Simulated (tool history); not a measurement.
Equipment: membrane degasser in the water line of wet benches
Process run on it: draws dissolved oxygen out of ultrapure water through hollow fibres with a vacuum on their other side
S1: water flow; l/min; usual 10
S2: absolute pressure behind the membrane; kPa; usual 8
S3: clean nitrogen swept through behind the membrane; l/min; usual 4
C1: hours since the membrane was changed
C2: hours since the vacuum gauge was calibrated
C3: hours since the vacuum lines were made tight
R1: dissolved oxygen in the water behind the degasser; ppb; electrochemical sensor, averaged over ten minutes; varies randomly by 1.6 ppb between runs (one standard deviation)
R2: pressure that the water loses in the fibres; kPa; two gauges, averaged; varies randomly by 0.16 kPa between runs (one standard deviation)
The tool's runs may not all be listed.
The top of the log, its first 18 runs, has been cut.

| run | day | S1 | S2 | S3 | C1 | C2 | C3 | R1 | R2 |
|---|---|---|---|---|---|---|---|---|---|
| 19 | 180.325 | 6 | 9.25 | 1.82 | 8678 | 674 | 1351 | 69.3 | 26.45 |
| 20 | 189.658 | 6 | 9.25 | 1.82 | 8902 | 898 | 1575 | 69.2 | 26.5 |
| 21 | 200.754 | 6 | 5.55 | 2.13 | 9168 | 1165 | 1841 | 37.3 | 26.58 |
| 22 | 214.554 | 6 | 5.55 | 2.13 | 9499 | 1496 | 2172 | 37.4 | 26.6 |
| 23 | 224.362 | 9 | 6.5 | 3.66 | 9734 | 1731 | 2408 | 130 | 40.02 |
| 24 | 234.567 | 8 | 8 | 5.86 | 9979 | 1976 | 2653 | 87.3 | 35.46 |
| 25 | 247.858 | 15 | 19.32 | 4 | 10298 | 2295 | 2972 | 623.9 | 66.48 |
| 26 | 258.883 | 15 | 19.32 | 4 | 10563 | 2560 | 3236 | 630.1 | 66.61 |
| 27 | 269.283 | 15 | 6.05 | 4 | 10813 | 2809 | 3486 | 522.1 | 66.97 |
| 28 | 276.567 | 10 | 9.18 | 10.78 | 10987 | 2984 | 3661 | 174.1 | 44.43 |
| 29 | 282.992 | 10 | 9.18 | 10.78 | 11142 | 3138 | 3815 | 177.3 | 44.62 |
|  | 287.838 | membrane cartridge changed |
| 30 | 295.138 | 10 | 11.83 | 4 | 175 | 3426 | 4102 | 180.5 | 41.8 |

Branching from run 30: 4 alternative next runs. What would each branch give?
| A | 302.075 | 12 | 11.83 | 4 | 342 | 3592 | 4269 | ? | ? |
| B | 302.075 | 14 | 10.49 | 5.86 | 342 | 3592 | 4269 | ? | ? |
| C | 302.075 | 10 | 14.41 | 4 | 342 | 3592 | 4269 | ? | ? |
| D | 302.075 | 7 | 7.27 | 1.67 | 342 | 3592 | 4269 | ? | ? |

| run | R1 | R2 |
|---|---|---|
| A | 286.2 | 50.56 |
| B | 392.5 | 58.74 |
| C | 193.6 | 41.98 |
| D | 78.9 | 29.52 |
With the hidden condition removed and each run's random variation left untouched, the same runs would have given:
| run | R1 | R2 |
|---|---|---|
| A | 280.1 | 50.46 |
| B | 387.2 | 58.63 |
| C | 187.8 | 41.9 |
| D | 72.2 | 29.46 |
